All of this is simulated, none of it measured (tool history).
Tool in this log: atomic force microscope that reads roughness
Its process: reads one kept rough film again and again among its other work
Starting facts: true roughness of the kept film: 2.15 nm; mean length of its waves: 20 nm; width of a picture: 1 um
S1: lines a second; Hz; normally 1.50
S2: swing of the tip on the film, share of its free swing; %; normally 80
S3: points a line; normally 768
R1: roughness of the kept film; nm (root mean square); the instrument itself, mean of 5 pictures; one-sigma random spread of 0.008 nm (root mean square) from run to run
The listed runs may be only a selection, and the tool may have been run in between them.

Run 1, hour 0.0: usual settings. Result: R1 1.723 nm (root mean square).
Run 2, hour 41.0: usual settings but S2 79 %. Result: R1 1.724 nm (root mean square).
At hour 64.7: new tip fitted.
Run 3, hour 100.4: usual settings but S2 79 %. Result: R1 1.738 nm (root mean square).
Run 4, hour 130.3: usual settings but S2 79 %. Result: R1 1.730 nm (root mean square).
At hour 185.4: new tip fitted.
Run 5, hour 189.2: usual settings. Result: R1 1.718 nm (root mean square).
Run 6, hour 220.2: usual settings. Result: R1 1.704 nm (root mean square).
Run 7, hour 264.8: usual settings but S1 3.30 Hz. Result: R1 1.596 nm (root mean square).
At hour 307.8: new tip fitted.
Run 8, hour 308.6: usual settings but S1 3.30 Hz. Result: R1 1.598 nm (root mean square).
Run 9, hour 341.0: usual settings but S1 1.47 Hz. Result: R1 1.739 nm (root mean square).
Run 10, hour 392.4: usual settings but S1 1.47 Hz. Result: R1 1.718 nm (root mean square).
At hour 432.3: new tip fitted.
Run 11, hour 441.4: usual settings but S1 3.29 Hz, S2 66 %, S3 450. Result: R1 1.715 nm (root mean square).
Run 12, hour 469.1: usual settings but S1 2.45 Hz, S2 90 %, S3 508. Result: R1 1.526 nm (root mean square).
Run 13, hour 516.2: usual settings but S1 2.40 Hz, S2 77 %, S3 843. Result: R1 1.686 nm (root mean square).

Run 14 has not been measured yet. What should we expect?
Run 14, hour 542.2: usual settings but S1 0.67 Hz, S3 257. Result: R1 ?.

R1: 1.741 nm (root mean square)
Minus the tool's unlogged condition, the same run would have read R1 1.745 nm (root mean square).
